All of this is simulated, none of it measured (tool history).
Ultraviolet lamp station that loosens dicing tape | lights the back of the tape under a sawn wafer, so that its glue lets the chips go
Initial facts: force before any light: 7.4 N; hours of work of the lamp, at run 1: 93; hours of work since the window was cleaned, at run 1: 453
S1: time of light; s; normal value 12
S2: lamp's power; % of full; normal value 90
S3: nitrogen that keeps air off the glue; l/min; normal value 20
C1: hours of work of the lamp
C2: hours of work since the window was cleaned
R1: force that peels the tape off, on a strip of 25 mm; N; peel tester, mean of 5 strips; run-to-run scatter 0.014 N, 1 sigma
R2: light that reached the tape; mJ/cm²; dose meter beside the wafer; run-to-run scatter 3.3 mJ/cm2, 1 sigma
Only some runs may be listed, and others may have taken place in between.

run 1 hour=0.0 | S1=12 S2=90 S3=20 | C1=93 C2=453 | R1=0.740 R2=489
run 2 hour=6.9 | S1=12 S2=90 S3=20 | C1=97 C2=457 | R1=0.715 R2=491
run 3 hour=11.3 | S1=12 S2=90 S3=20 | C1=100 C2=460 | R1=0.762 R2=491
run 4 hour=16.2 | S1=12 S2=90 S3=9 | C1=103 C2=463 | R1=1.193 R2=486
run 5 hour=22.6 | S1=12 S2=90 S3=9 | C1=107 C2=467 | R1=1.176 R2=486
run 6 hour=29.9 | S1=12 S2=86 S3=9 | C1=111 C2=471 | R1=1.323 R2=467
run 7 hour=38.6 | S1=12 S2=86 S3=9 | C1=117 C2=477 | R1=1.311 R2=469
run 8 hour=45.8 | S1=12 S2=86 S3=9 | C1=121 C2=481 | R1=1.322 R2=461
run 9 hour=52.8 | S1=12 S2=77 S3=20 | C1=125 C2=485 | R1=1.005 R2=413
run 10 hour=59.8 | S1=12 S2=79 S3=20 | C1=129 C2=489 | R1=0.919 R2=422
run 11 hour=64.9 | S1=12 S2=79 S3=20 | C1=132 C2=492 | R1=0.947 R2=425
run 12 hour=70.5 | S1=12 S2=90 S3=20 | C1=136 C2=496 | R1=0.736 R2=482
run 13 hour=79.5 | S1=12 S2=91 S3=20 | C1=141 C2=501 | R1=0.715 R2=490
run 14 hour=87.9 | S1=12 S2=90 S3=10 | C1=146 C2=506 | R1=1.180 R2=482
run 15 hour=93.1 | S1=12 S2=90 S3=20 | C1=149 C2=510 | R1=0.729 R2=484
run 16 hour=100.2 | S1=12 S2=90 S3=20 | C1=154 C2=514 | R1=0.768 R2=479
run 17 hour=108.0 | S1=12 S2=90 S3=20 | C1=158 C2=519 | R1=0.729 R2=480
run 18 hour=113.7 | S1=12 S2=90 S3=20 | C1=162 C2=522 | R1=0.723 R2=485
run 19 hour=122.5 | S1=12 S2=90 S3=20 | C1=167 C2=527 | R1=0.792 R2=484
run 20 hour=130.9 | S1=14 S2=87 S3=9 | C1=172 C2=532 | R1=1.027 R2=537
run 21 hour=138.7 | S1=10 S2=78 S3=9 | C1=177 C2=537 | R1=2.077 R2=347
run 22 hour=145.7 | S1=10 S2=78 S3=9 | C1=181 C2=541 | R1=2.051 R2=348
run 23 hour=150.8 | S1=10 S2=78 S3=9 | C1=184 C2=544 | R1=2.010 R2=345
run 24 hour=159.3 | S1=8 S2=74 S3=32 | C1=189 C2=550 | R1=1.661 R2=263
run 25 hour=164.1 | S1=23 S2=75 S3=26 | C1=192 C2=552 | R1=0.281 R2=760
run 26 hour=172.3 | S1=23 S2=75 S3=26 | C1=197 C2=557 | R1=0.296 R2=765
run 27 hour=178.7 | S1=11 S2=86 S3=20 | C1=201 C2=561 | R1=0.951 R2=417
run 28 hour=184.8 | S1=9 S2=89 S3=10 | C1=205 C2=565 | R1=1.837 R2=352
run 29 hour=189.4 | S1=9 S2=89 S3=10 | C1=208 C2=568 | R1=1.881 R2=351
run 30 hour=193.9 | S1=15 S2=84 S3=24 | C1=210 C2=570 | R1=0.507 R2=559
run 31 hour=201.7 | S1=15 S2=84 S3=24 | C1=215 C2=575 | R1=0.500 R2=547
run 32 hour=206.1 | S1=11 S2=88 S3=20 | C1=218 C2=578 | R1=0.900 R2=427
run 33 hour=211.4 | S1=12 S2=87 S3=18 | C1=221 C2=581 | R1=0.872 R2=458
run 34 hour=215.9 | S1=12 S2=87 S3=18 | C1=224 C2=584 | R1=0.899 R2=459
run 35 hour=223.7 | S1=12 S2=87 S3=18 | C1=228 C2=588 | R1=0.857 R2=456
run 36 hour=228.1 | S1=12 S2=87 S3=6 | C1=231 C2=591 | R1=1.697 R2=459
run 37 hour=234.7 | S1=8 S2=76 S3=20 | C1=235 C2=595 | R1=1.942 R2=267
run 38 hour=239.1 | S1=13 S2=67 S3=31 | C1=238 C2=598 | R1=0.920 R2=385

4 ways to go on from here, each from the tool as it stands after run 38. What would each give?
run A hour=245.6 | S1=8 S2=98 S3=39 | C1=242 C2=602 | R1=? R2=?
run B hour=245.6 | S1=14 S2=75 S3=20 | C1=242 C2=602 | R1=? R2=?
run C hour=245.6 | S1=8 S2=90 S3=13 | C1=242 C2=602 | R1=? R2=?
run D hour=245.6 | S1=13 S2=90 S3=6 | C1=242 C2=602 | R1=? R2=?

run=A R1=0.963 R2=342
run=B R1=0.819 R2=459
run=C R1=1.881 R2=318
run=D R1=1.448 R2=514
With no hidden state in the tool, these same runs would have given:
run=A R1=0.791 R2=381
run=B R1=0.668 R2=511
run=C R1=1.625 R2=353
run=D R1=1.222 R2=573

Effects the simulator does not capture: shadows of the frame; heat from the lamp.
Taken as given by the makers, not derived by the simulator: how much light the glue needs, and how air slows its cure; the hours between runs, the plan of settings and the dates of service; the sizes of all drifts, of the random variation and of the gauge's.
